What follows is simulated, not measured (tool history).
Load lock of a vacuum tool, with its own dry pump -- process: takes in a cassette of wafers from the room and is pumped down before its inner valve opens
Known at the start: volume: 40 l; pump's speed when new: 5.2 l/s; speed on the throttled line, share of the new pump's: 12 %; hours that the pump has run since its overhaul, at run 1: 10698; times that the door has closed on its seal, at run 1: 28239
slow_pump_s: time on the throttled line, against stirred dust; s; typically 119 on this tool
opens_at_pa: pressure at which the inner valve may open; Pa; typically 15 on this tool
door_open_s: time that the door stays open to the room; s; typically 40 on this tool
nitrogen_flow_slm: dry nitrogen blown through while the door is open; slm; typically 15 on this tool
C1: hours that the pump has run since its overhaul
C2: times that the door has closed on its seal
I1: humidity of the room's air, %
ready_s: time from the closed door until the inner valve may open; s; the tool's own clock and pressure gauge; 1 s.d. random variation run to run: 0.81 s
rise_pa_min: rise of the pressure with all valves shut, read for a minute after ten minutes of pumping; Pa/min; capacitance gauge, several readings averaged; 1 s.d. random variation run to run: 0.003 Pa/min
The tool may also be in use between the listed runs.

run 1 hour=0 | slow_pump_s=119 opens_at_pa=15 door_open_s=40 nitrogen_flow_slm=15 | C1=10698 C2=28239 | I1=42 | ready_s=180.1 rise_pa_min=0.352
-- hour=170.1 dry pump taken out, an overhauled one fitted
run 2 hour=580.3 | slow_pump_s=119 opens_at_pa=15 door_open_s=40 nitrogen_flow_slm=15 | C1=410 C2=30599 | I1=43.4 | ready_s=173 rise_pa_min=0.393
run 3 hour=1144.9 | slow_pump_s=119 opens_at_pa=15 door_open_s=40 nitrogen_flow_slm=15 | C1=975 C2=32920 | I1=48.4 | ready_s=173.9 rise_pa_min=0.428
run 4 hour=1825.7 | slow_pump_s=119 opens_at_pa=15 door_open_s=40 nitrogen_flow_slm=15 | C1=1656 C2=35718 | I1=46.8 | ready_s=173.5 rise_pa_min=0.495
run 5 hour=2491.9 | slow_pump_s=119 opens_at_pa=15 door_open_s=40 nitrogen_flow_slm=15 | C1=2322 C2=38456 | I1=42.9 | ready_s=173.9 rise_pa_min=0.562
run 6 hour=3048.7 | slow_pump_s=119 opens_at_pa=15 door_open_s=40 nitrogen_flow_slm=15 | C1=2879 C2=40744 | I1=41.4 | ready_s=174.6 rise_pa_min=0.614
-- hour=3293.9 door's seal changed, seat wiped
run 7 hour=3479.7 | slow_pump_s=119 opens_at_pa=15 door_open_s=40 nitrogen_flow_slm=15 | C1=3308 C2=763 | I1=42.8 | ready_s=175.2 rise_pa_min=0.023
run 8 hour=3817.4 | slow_pump_s=119 opens_at_pa=15 door_open_s=40 nitrogen_flow_slm=15 | C1=3646 C2=2152 | I1=40.3 | ready_s=176.1 rise_pa_min=0.035
run 9 hour=4517 | slow_pump_s=119 opens_at_pa=15 door_open_s=40 nitrogen_flow_slm=15 | C1=4345 C2=5027 | I1=47.3 | ready_s=177.1 rise_pa_min=0.047
run 10 hour=4945.2 | slow_pump_s=119 opens_at_pa=15 door_open_s=40 nitrogen_flow_slm=15 | C1=4774 C2=6787 | I1=44.6 | ready_s=176.6 rise_pa_min=0.059
run 11 hour=5262.1 | slow_pump_s=119 opens_at_pa=15 door_open_s=45 nitrogen_flow_slm=15 | C1=5090 C2=8089 | I1=46.6 | ready_s=177.2 rise_pa_min=0.076
run 12 hour=5806.9 | slow_pump_s=119 opens_at_pa=15 door_open_s=45 nitrogen_flow_slm=15 | C1=5635 C2=10329 | I1=44.2 | ready_s=177.9 rise_pa_min=0.092
run 13 hour=6458.5 | slow_pump_s=119 opens_at_pa=15 door_open_s=40 nitrogen_flow_slm=15 | C1=6287 C2=13006 | I1=44 | ready_s=177.3 rise_pa_min=0.119
run 14 hour=6984.3 | slow_pump_s=119 opens_at_pa=15 door_open_s=34 nitrogen_flow_slm=15 | C1=6813 C2=15168 | I1=46.6 | ready_s=178.1 rise_pa_min=0.148
run 15 hour=7315.4 | slow_pump_s=119 opens_at_pa=15 door_open_s=34 nitrogen_flow_slm=15 | C1=7144 C2=16529 | I1=46.6 | ready_s=178.5 rise_pa_min=0.157
run 16 hour=7697.9 | slow_pump_s=119 opens_at_pa=15 door_open_s=40 nitrogen_flow_slm=15 | C1=7526 C2=18100 | I1=44.5 | ready_s=178.3 rise_pa_min=0.178
run 17 hour=8117.3 | slow_pump_s=119 opens_at_pa=15 door_open_s=40 nitrogen_flow_slm=29 | C1=7946 C2=19824 | I1=43.9 | ready_s=177.8 rise_pa_min=0.199
run 18 hour=8462.5 | slow_pump_s=119 opens_at_pa=15 door_open_s=40 nitrogen_flow_slm=29 | C1=8291 C2=21243 | I1=43.4 | ready_s=179.5 rise_pa_min=0.21
run 19 hour=9042.7 | slow_pump_s=119 opens_at_pa=15 door_open_s=40 nitrogen_flow_slm=29 | C1=8871 C2=23628 | I1=44.4 | ready_s=179.3 rise_pa_min=0.246
run 20 hour=9439.5 | slow_pump_s=119 opens_at_pa=26 door_open_s=40 nitrogen_flow_slm=4 | C1=9268 C2=25259 | I1=43.6 | ready_s=176 rise_pa_min=0.297
run 21 hour=9818.5 | slow_pump_s=119 opens_at_pa=26 door_open_s=71 nitrogen_flow_slm=4 | C1=9647 C2=26816 | I1=45.7 | ready_s=175.1 rise_pa_min=0.339
run 22 hour=10281.7 | slow_pump_s=119 opens_at_pa=26 door_open_s=71 nitrogen_flow_slm=4 | C1=10110 C2=28720 | I1=42.7 | ready_s=176.1 rise_pa_min=0.365
run 23 hour=10676.5 | slow_pump_s=155 opens_at_pa=24 door_open_s=60 nitrogen_flow_slm=15 | C1=10505 C2=30342 | I1=43.5 | ready_s=207.4 rise_pa_min=0.357
-- hour=10997.5 dry pump taken out, an overhauled one fitted
run 24 hour=11412.2 | slow_pump_s=155 opens_at_pa=24 door_open_s=60 nitrogen_flow_slm=15 | C1=415 C2=33342 | I1=44.8 | ready_s=202.7 rise_pa_min=0.43
run 25 hour=11860.2 | slow_pump_s=155 opens_at_pa=24 door_open_s=144 nitrogen_flow_slm=14 | C1=863 C2=35183 | I1=40.9 | ready_s=201.1 rise_pa_min=0.474
run 26 hour=12332.7 | slow_pump_s=155 opens_at_pa=24 door_open_s=144 nitrogen_flow_slm=14 | C1=1335 C2=37125 | I1=46.6 | ready_s=201.8 rise_pa_min=0.522
run 27 hour=12816.2 | slow_pump_s=119 opens_at_pa=15 door_open_s=34 nitrogen_flow_slm=15 | C1=1819 C2=39112 | I1=43.3 | ready_s=173.3 rise_pa_min=0.542
run 28 hour=13425.3 | slow_pump_s=119 opens_at_pa=14 door_open_s=75 nitrogen_flow_slm=5 | C1=2428 C2=41616 | I1=49.6 | ready_s=176.1 rise_pa_min=0.642
-- hour=13470.2 door's seal changed, seat wiped
run 29 hour=14043.6 | slow_pump_s=119 opens_at_pa=18 door_open_s=40 nitrogen_flow_slm=15 | C1=3045 C2=2357 | I1=46.6 | ready_s=175.1 rise_pa_min=0.033
run 30 hour=14435.1 | slow_pump_s=119 opens_at_pa=18 door_open_s=40 nitrogen_flow_slm=15 | C1=3436 C2=3966 | I1=43.9 | ready_s=172.4 rise_pa_min=0.045
run 31 hour=14971.6 | slow_pump_s=96 opens_at_pa=15 door_open_s=40 nitrogen_flow_slm=28 | C1=3973 C2=6171 | I1=45.3 | ready_s=156.5 rise_pa_min=0.046
run 32 hour=15487.2 | slow_pump_s=96 opens_at_pa=15 door_open_s=40 nitrogen_flow_slm=28 | C1=4488 C2=8290 | I1=43.8 | ready_s=155.3 rise_pa_min=0.06
run 33 hour=16002.9 | slow_pump_s=96 opens_at_pa=15 door_open_s=73 nitrogen_flow_slm=28 | C1=5004 C2=10410 | I1=46.3 | ready_s=156.1 rise_pa_min=0.086
run 34 hour=16373.2 | slow_pump_s=96 opens_at_pa=15 door_open_s=73 nitrogen_flow_slm=28 | C1=5374 C2=11931 | I1=45.9 | ready_s=157.3 rise_pa_min=0.105
run 35 hour=17031.9 | slow_pump_s=207 opens_at_pa=15 door_open_s=26 nitrogen_flow_slm=40 | C1=6033 C2=14639 | I1=41.2 | ready_s=255.9 rise_pa_min=0.118
run 36 hour=17631.6 | slow_pump_s=207 opens_at_pa=15 door_open_s=26 nitrogen_flow_slm=40 | C1=6633 C2=17103 | I1=42.4 | ready_s=251.8 rise_pa_min=0.144
run 37 hour=18051.6 | slow_pump_s=207 opens_at_pa=15 door_open_s=26 nitrogen_flow_slm=40 | C1=7053 C2=18830 | I1=46.2 | ready_s=252.4 rise_pa_min=0.17
run 38 hour=18432.7 | slow_pump_s=207 opens_at_pa=15 door_open_s=26 nitrogen_flow_slm=5 | C1=7434 C2=20396 | I1=46.4 | ready_s=256 rise_pa_min=0.22

Consider 3 possible next runs. They are alternatives, not a sequence: every one starts from the tool as it was left by run 38. What does each give?
run A hour=18873.4 | slow_pump_s=192 opens_at_pa=28 door_open_s=40 nitrogen_flow_slm=15 | C1=7874 C2=22207 | I1=43.8 | ready_s=? rise_pa_min=?
run B hour=18873.4 | slow_pump_s=207 opens_at_pa=15 door_open_s=98 nitrogen_flow_slm=5 | C1=7874 C2=22207 | I1=46 | ready_s=? rise_pa_min=?
run C hour=18873.4 | slow_pump_s=141 opens_at_pa=11 door_open_s=40 nitrogen_flow_slm=15 | C1=7874 C2=22207 | I1=45.7 | ready_s=? rise_pa_min=?

run=A ready_s=236.5 rise_pa_min=0.229
run=B ready_s=255.1 rise_pa_min=0.274
run=C ready_s=200 rise_pa_min=0.238
Without the tool's unlogged condition, the same runs would have read:
run=A ready_s=232.7 rise_pa_min=0.019
run=B ready_s=250.9 rise_pa_min=0.061
run=C ready_s=195 rise_pa_min=0.026
